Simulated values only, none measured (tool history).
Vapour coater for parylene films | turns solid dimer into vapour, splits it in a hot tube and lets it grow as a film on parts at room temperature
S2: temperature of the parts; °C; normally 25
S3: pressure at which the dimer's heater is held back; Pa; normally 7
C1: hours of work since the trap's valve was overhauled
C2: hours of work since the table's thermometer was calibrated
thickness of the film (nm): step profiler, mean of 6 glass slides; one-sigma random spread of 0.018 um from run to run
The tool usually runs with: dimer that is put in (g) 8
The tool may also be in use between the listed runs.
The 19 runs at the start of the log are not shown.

run 20 day=46.038 | dimer_that_is_put_in_(g)=7 S2=25 S3=2.55 | C1=247 C2=1098 | thickness_of_the_film_(nm)=1710
-- day=47.7 trap's valve overhauled
run 21 day=48.358 | dimer_that_is_put_in_(g)=7 S2=19 S3=2.55 | C1=9 C2=1127 | thickness_of_the_film_(nm)=2180
run 22 day=51.158 | dimer_that_is_put_in_(g)=3 S2=20 S3=2.29 | C1=45 C2=1163 | thickness_of_the_film_(nm)=920
run 23 day=54.704 | dimer_that_is_put_in_(g)=3 S2=34 S3=2.29 | C1=92 C2=1210 | thickness_of_the_film_(nm)=690
run 24 day=56.612 | dimer_that_is_put_in_(g)=7 S2=34 S3=4.86 | C1=117 C2=1235 | thickness_of_the_film_(nm)=1520
run 25 day=59.729 | dimer_that_is_put_in_(g)=6 S2=18 S3=11.83 | C1=157 C2=1275 | thickness_of_the_film_(nm)=1620
run 26 day=61.842 | dimer_that_is_put_in_(g)=8 S2=25 S3=8.34 | C1=185 C2=1303 | thickness_of_the_film_(nm)=1900
run 27 day=64.133 | dimer_that_is_put_in_(g)=8 S2=25 S3=8.34 | C1=215 C2=1333 | thickness_of_the_film_(nm)=1840
run 28 day=65.742 | dimer_that_is_put_in_(g)=7 S2=25 S3=4.95 | C1=236 C2=1354 | thickness_of_the_film_(nm)=1650
-- day=68.375 trap's valve overhauled
run 29 day=69.279 | dimer_that_is_put_in_(g)=7 S2=29 S3=5.91 | C1=12 C2=1398 | thickness_of_the_film_(nm)=1720
run 30 day=72.471 | dimer_that_is_put_in_(g)=8 S2=36 S3=3.09 | C1=54 C2=1440 | thickness_of_the_film_(nm)=1770
run 31 day=75.967 | dimer_that_is_put_in_(g)=7 S2=36 S3=3.09 | C1=99 C2=1485 | thickness_of_the_film_(nm)=1480

Branching from run 31: 4 alternative next runs. What would each branch give?
run A day=78.538 | dimer_that_is_put_in_(g)=14 S2=36 S3=3.09 | C1=133 C2=1519 | thickness_of_the_film_(nm)=?
run B day=78.538 | dimer_that_is_put_in_(g)=8 S2=25 S3=2.03 | C1=133 C2=1519 | thickness_of_the_film_(nm)=?
run C day=78.538 | dimer_that_is_put_in_(g)=7 S2=18 S3=3.66 | C1=133 C2=1519 | thickness_of_the_film_(nm)=?
run D day=78.538 | dimer_that_is_put_in_(g)=4 S2=25 S3=2.75 | C1=133 C2=1519 | thickness_of_the_film_(nm)=?

run=A thickness_of_the_film_(nm)=2920
run=B thickness_of_the_film_(nm)=2150
run=C thickness_of_the_film_(nm)=2090
run=D thickness_of_the_film_(nm)=1080
Take away the tool's hidden state, keep each run's random variation, and the runs would have read:
run=A thickness_of_the_film_(nm)=3110
run=B thickness_of_the_film_(nm)=2290
run=C thickness_of_the_film_(nm)=2230
run=D thickness_of_the_film_(nm)=1150
